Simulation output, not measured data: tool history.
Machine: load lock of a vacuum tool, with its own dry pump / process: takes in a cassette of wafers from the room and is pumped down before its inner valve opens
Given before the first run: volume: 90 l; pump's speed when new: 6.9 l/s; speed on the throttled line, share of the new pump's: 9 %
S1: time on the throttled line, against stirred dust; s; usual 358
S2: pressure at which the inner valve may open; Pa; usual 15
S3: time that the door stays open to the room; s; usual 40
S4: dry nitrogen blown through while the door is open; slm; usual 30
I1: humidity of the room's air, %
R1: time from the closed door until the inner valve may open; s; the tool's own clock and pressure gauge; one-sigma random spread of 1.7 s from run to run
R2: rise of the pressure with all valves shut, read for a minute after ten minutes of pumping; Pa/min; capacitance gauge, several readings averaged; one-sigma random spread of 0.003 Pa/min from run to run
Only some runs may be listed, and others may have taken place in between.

{"run": 1, "hour": 0.0, "S1": 358, "S2": 15, "S3": 40, "S4": 30, "I1": 45.6, "R1": 444.6, "R2": 0.262}
{"run": 2, "hour": 355.4, "S1": 358, "S2": 15, "S3": 40, "S4": 30, "I1": 43.5, "R1": 443.9, "R2": 0.279}
{"run": 3, "hour": 591.9, "S1": 358, "S2": 15, "S3": 40, "S4": 30, "I1": 39.4, "R1": 444, "R2": 0.281}
{"run": 4, "hour": 1006.4, "S1": 358, "S2": 15, "S3": 40, "S4": 30, "I1": 43.2, "R1": 440.1, "R2": 0.291}
{"run": 5, "hour": 1197.1, "S1": 614, "S2": 15, "S3": 40, "S4": 30, "I1": 43.8, "R1": 680, "R2": 0.297}
{"run": 6, "hour": 1478.2, "S1": 614, "S2": 15, "S3": 40, "S4": 30, "I1": 43.2, "R1": 677.9, "R2": 0.303}
{"run": 7, "hour": 1671.6, "S1": 605, "S2": 15, "S3": 40, "S4": 5, "I1": 44.9, "R1": 674.1, "R2": 0.322}
{"run": 8, "hour": 2054.8, "S1": 319, "S2": 15, "S3": 180, "S4": 44, "I1": 43.6, "R1": 409.3, "R2": 0.336}
{"run": 9, "hour": 2331.0, "S1": 195, "S2": 15, "S3": 34, "S4": 44, "I1": 43.1, "R1": 299.2, "R2": 0.328}
{"run": 10, "hour": 2732.8, "S1": 195, "S2": 15, "S3": 34, "S4": 44, "I1": 46.4, "R1": 300.6, "R2": 0.33}
{"run": 11, "hour": 3106.1, "S1": 418, "S2": 15, "S3": 40, "S4": 33, "I1": 47.4, "R1": 498.9, "R2": 0.35}
{"run": 12, "hour": 3432.1, "S1": 517, "S2": 15, "S3": 93, "S4": 8, "I1": 47.7, "R1": 592.9, "R2": 0.405}

4 ways to go on from here, each from the tool as it stands after run 12. What would each give?
{"run": "A", "hour": 3799.3, "S1": 698, "S2": 15, "S3": 30, "S4": 30, "I1": 44, "R1": "?", "R2": "?"}
{"run": "B", "hour": 3799.3, "S1": 247, "S2": 15, "S3": 40, "S4": 9, "I1": 45.7, "R1": "?", "R2": "?"}
{"run": "C", "hour": 3799.3, "S1": 358, "S2": 15, "S3": 42, "S4": 9, "I1": 44.1, "R1": "?", "R2": "?"}
{"run": "D", "hour": 3799.3, "S1": 517, "S2": 15, "S3": 93, "S4": 6, "I1": 45.9, "R1": "?", "R2": "?"}

run=A R1=759.5 R2=0.356
run=B R1=346.1 R2=0.384
run=C R1=451.1 R2=0.388
run=D R1=592.4 R2=0.411
The same runs, with their run-to-run variation unchanged, on a tool lacking any hidden condition would have given:
run=A R1=755.6 R2=0.006
run=B R1=339.3 R2=0.029
run=C R1=444.9 R2=0.033
run=D R1=587.2 R2=0.055
